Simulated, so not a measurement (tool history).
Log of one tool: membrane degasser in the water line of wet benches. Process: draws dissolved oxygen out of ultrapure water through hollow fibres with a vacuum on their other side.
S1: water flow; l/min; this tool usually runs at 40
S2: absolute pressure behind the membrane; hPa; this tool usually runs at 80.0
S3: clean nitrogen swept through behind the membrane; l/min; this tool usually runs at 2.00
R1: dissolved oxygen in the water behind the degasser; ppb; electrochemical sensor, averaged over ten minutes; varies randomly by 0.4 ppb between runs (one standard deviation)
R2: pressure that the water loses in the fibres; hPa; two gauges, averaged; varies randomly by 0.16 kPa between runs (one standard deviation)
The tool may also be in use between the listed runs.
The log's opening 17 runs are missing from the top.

Run 18, hour 599.8: usual settings but S1 25 l/min, S2 51.2 hPa, S3 0.92 l/min. Result: R1 110.7 ppb, R2 245.1 hPa.
Run 19, hour 640.9: usual settings but S1 41 l/min, S2 70.8 hPa, S3 0.92 l/min. Result: R1 332.3 ppb, R2 406.9 hPa.
Run 20, hour 666.5: usual settings but S1 41 l/min, S2 70.8 hPa, S3 0.92 l/min. Result: R1 332.1 ppb, R2 405.1 hPa.
Run 21, hour 701.6: usual settings but S1 41 l/min, S2 70.8 hPa, S3 0.92 l/min. Result: R1 331.7 ppb, R2 404.6 hPa.
Run 22, hour 720.1: usual settings but S1 41 l/min, S2 70.8 hPa, S3 0.92 l/min. Result: R1 331.5 ppb, R2 404.5 hPa.
Run 23, hour 743.3: usual settings but S1 41 l/min, S2 71.1 hPa, S3 0.92 l/min. Result: R1 335.0 ppb, R2 404.9 hPa.
Run 24, hour 777.8: usual settings but S1 37 l/min, S2 165.0 hPa. Result: R1 522.5 ppb, R2 365.6 hPa.
Run 25, hour 819.7: usual settings but S1 35 l/min, S2 177.0 hPa, S3 2.47 l/min. Result: R1 449.8 ppb, R2 347.5 hPa.
Run 26, hour 854.5: usual settings but S1 45 l/min. Result: R1 238.5 ppb, R2 446.4 hPa.
Run 27, hour 873.6: usual settings but S1 28 l/min, S3 1.09 l/min. Result: R1 260.2 ppb, R2 278.2 hPa.
Run 28, hour 907.7: usual settings but S3 1.09 l/min. Result: R1 349.4 ppb, R2 398.5 hPa.
Run 29, hour 935.1: usual settings but S2 159.5 hPa. Result: R1 538.8 ppb, R2 398.1 hPa.
Run 30, hour 961.5: usual settings but S1 39 l/min. Result: R1 207.8 ppb, R2 385.9 hPa.
Run 31, hour 999.5: usual settings but S1 60 l/min, S2 68.1 hPa, S3 1.25 l/min. Result: R1 349.4 ppb, R2 595.5 hPa.

Predict each of these 4 candidate next runs independently; none follows another, all start after run 31:
Run A, hour 1018.6: usual settings but S1 49 l/min, S2 98.1 hPa, S3 1.10 l/min. Result: R1 ?, R2 ?.
Run B, hour 1018.6: usual settings but S1 36 l/min, S2 73.9 hPa, S3 1.16 l/min. Result: R1 ?, R2 ?.
Run C, hour 1018.6: usual settings but S1 30 l/min, S2 68.1 hPa, S3 1.25 l/min. Result: R1 ?, R2 ?.
Run D, hour 1018.6: usual settings but S1 32 l/min, S2 189.1 hPa, S3 3.45 l/min. Result: R1 ?, R2 ?.

run     R1     R2
  A  555.1  486.1
  B  268.6  358.8
  C  186.0  296.6
  D  334.6  316.6
With no hidden state in the tool, these same runs would have given:
run     R1     R2
  A  555.1  486.1
  B  268.6  358.8
  C  186.0  296.6
  D  334.5  316.6
